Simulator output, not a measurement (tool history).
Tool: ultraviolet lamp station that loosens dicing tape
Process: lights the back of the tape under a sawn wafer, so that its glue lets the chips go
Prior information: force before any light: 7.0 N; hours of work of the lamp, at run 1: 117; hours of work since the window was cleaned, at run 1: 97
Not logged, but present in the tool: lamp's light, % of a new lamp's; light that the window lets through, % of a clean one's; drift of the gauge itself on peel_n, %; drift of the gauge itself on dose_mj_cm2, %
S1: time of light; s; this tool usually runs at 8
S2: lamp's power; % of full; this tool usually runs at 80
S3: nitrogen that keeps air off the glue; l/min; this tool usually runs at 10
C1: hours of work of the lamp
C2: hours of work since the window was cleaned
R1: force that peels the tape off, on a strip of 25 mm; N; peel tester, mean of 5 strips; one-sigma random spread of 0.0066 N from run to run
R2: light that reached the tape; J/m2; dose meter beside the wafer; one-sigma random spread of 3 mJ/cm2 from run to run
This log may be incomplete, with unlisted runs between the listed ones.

run	hour	S1	S2	S3	C1	C2	R1	R2
1	0	8	80	10	117	97	0.261	4010
2	28.9	8	80	10	129	109	0.268	4010
3	56	8	80	5	140	120	0.493	3960
4	84.2	8	80	5	151	132	0.492	3950
5	101.1	8	80	4	158	139	0.599	3900
6	120.4	8	80	4	166	146	0.611	3910
7	148.9	8	80	4	178	158	0.615	3900
8	168.5	8	80	4	186	166	0.611	3840
9	186.7	8	80	4	193	174	0.607	3800
10	211.1	8	80	4	203	184	0.635	3840
11	233.8	10	80	17	212	193	0.118	4770
12	264.4	8	80	12	225	205	0.271	3750
13	297	8	61	10	238	219	0.646	2840
14	325.8	8	66	13	250	231	0.46	3040
15	341.5	13	99	17	257	237	0.063	7410
16	360.1	10	64	4	264	245	0.69	3680
17	373.3	10	75	4	270	250	0.495	4310
18	392.7	11	94	4	278	258	0.2	5850
19	413.8	11	94	4	286	267	0.205	5830

Below, each run's measurement less what the same run would have read without the hidden state. Both values contain the same run-to-run variation, but the gauge's scatter may not be the same in both:
run	R1	R2
1	+0.054	-330
2	+0.057	-350
3	+0.103	-380
4	+0.109	-410
5	+0.134	-420
6	+0.14	-440
7	+0.15	-480
8	+0.155	-490
9	+0.158	-510
10	+0.171	-540
11	+0.033	-700
12	+0.093	-590
13	+0.198	-470
14	+0.158	-530
15	+0.004	-1320
16	+0.228	-680
17	+0.179	-800
18	+0.078	-1150
19	+0.083	-1170
